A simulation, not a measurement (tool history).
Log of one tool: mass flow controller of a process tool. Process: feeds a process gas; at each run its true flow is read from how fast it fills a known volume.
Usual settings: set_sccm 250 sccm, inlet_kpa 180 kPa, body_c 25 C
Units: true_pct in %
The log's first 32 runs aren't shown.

| run | day | set_sccm | inlet_kpa | body_c | hours of work since the controller was set to zero | hours of work since the controller was changed | true_pct |
|---|---|---|---|---|---|---|---|
|  | 405.675 | gauge calibrated |
|  | 405.696 | controller's zero set anew |
| 33 | 413.979 | 250 | 162 | 35 | 120 | 6478 | 98.16 |
| 34 | 429.000 | 250 | 162 | 35 | 337 | 6695 | 98.23 |
| 35 | 437.900 | 250 | 176 | 35 | 465 | 6824 | 98.06 |
| 36 | 447.900 | 168 | 176 | 22 | 610 | 6968 | 98.67 |
| 37 | 457.917 | 168 | 176 | 22 | 755 | 7113 | 98.48 |
| 38 | 474.346 | 168 | 176 | 31 | 992 | 7350 | 97.98 |
| 39 | 487.188 | 455 | 237 | 35 | 1178 | 7536 | 99.00 |
| 40 | 496.504 | 197 | 184 | 31 | 1312 | 7670 | 97.88 |
| 41 | 509.008 | 482 | 269 | 25 | 1493 | 7851 | 99.84 |
|  | 514.904 | controller exchanged for a calibrated one |
| 42 | 522.521 | 482 | 269 | 25 | 110 | 110 | 99.79 |
| 43 | 538.462 | 250 | 275 | 24 | 340 | 340 | 99.10 |
| 44 | 550.667 | 75 | 277 | 33 | 517 | 517 | 97.88 |
| 45 | 563.100 | 75 | 277 | 33 | 696 | 696 | 97.61 |
| 46 | 575.712 | 250 | 169 | 25 | 879 | 879 | 97.99 |
| 47 | 592.692 | 250 | 169 | 25 | 1124 | 1124 | 97.81 |
| 48 | 603.204 | 462 | 260 | 21 | 1276 | 1276 | 99.50 |
| 49 | 618.008 | 110 | 229 | 23 | 1490 | 1490 | 97.81 |

Forecast each of these 3 alternatives for the next run:
| A | 625.338 | 110 | 229 | 27 | 1596 | 1596 | ? |
| B | 625.338 | 250 | 278 | 23 | 1596 | 1596 | ? |
| C | 625.338 | 250 | 213 | 25 | 1596 | 1596 | ? |

| run | true_pct |
|---|---|
| A | 97.51 |
| B | 98.66 |
| C | 98.09 |
Without the tool's hidden state the same runs would have given:
| run | true_pct |
|---|---|
| A | 98.67 |
| B | 99.83 |
| C | 99.25 |
